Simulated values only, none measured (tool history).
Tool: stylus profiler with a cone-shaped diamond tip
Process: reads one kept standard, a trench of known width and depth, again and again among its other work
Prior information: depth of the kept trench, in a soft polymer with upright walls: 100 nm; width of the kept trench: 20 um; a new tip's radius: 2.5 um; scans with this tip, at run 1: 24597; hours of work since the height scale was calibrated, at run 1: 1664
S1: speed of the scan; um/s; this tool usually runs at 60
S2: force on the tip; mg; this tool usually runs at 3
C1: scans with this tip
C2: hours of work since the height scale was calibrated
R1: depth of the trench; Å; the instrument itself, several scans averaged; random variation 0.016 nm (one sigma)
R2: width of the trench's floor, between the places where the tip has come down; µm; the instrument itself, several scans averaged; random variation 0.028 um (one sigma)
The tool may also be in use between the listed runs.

run 1 hour=0 | S1=60 S2=3 | C1=24597 C2=1664 | R1=1007.2 R2=18.27
run 2 hour=37.3 | S1=60 S2=3 | C1=24902 C2=1685 | R1=1007.3 R2=18.29
run 3 hour=77.6 | S1=60 S2=3 | C1=25233 C2=1707 | R1=1007.6 R2=18.28
run 4 hour=153.4 | S1=34 S2=3 | C1=25853 C2=1749 | R1=1007.5 R2=18.45
run 5 hour=188.1 | S1=34 S2=3 | C1=26137 C2=1768 | R1=1007.3 R2=18.41
run 6 hour=266.4 | S1=34 S2=3 | C1=26778 C2=1812 | R1=1007.3 R2=18.45
run 7 hour=302.7 | S1=99 S2=2.97 | C1=27075 C2=1832 | R1=1007.3 R2=18.16
run 8 hour=365 | S1=29 S2=6.73 | C1=27585 C2=1866 | R1=1013 R2=18.48

What does the tool deliver on the next run?
run 9 hour=414.3 | S1=19 S2=1.88 | C1=27989 C2=1893 | R1=? R2=?

R1: 1005.5 Å
R2: 18.42 µm
Take away the tool's hidden state, keep the run-to-run variation as it was, and the same run would have given R1 1005.6 Å, R2 18.44 µm.
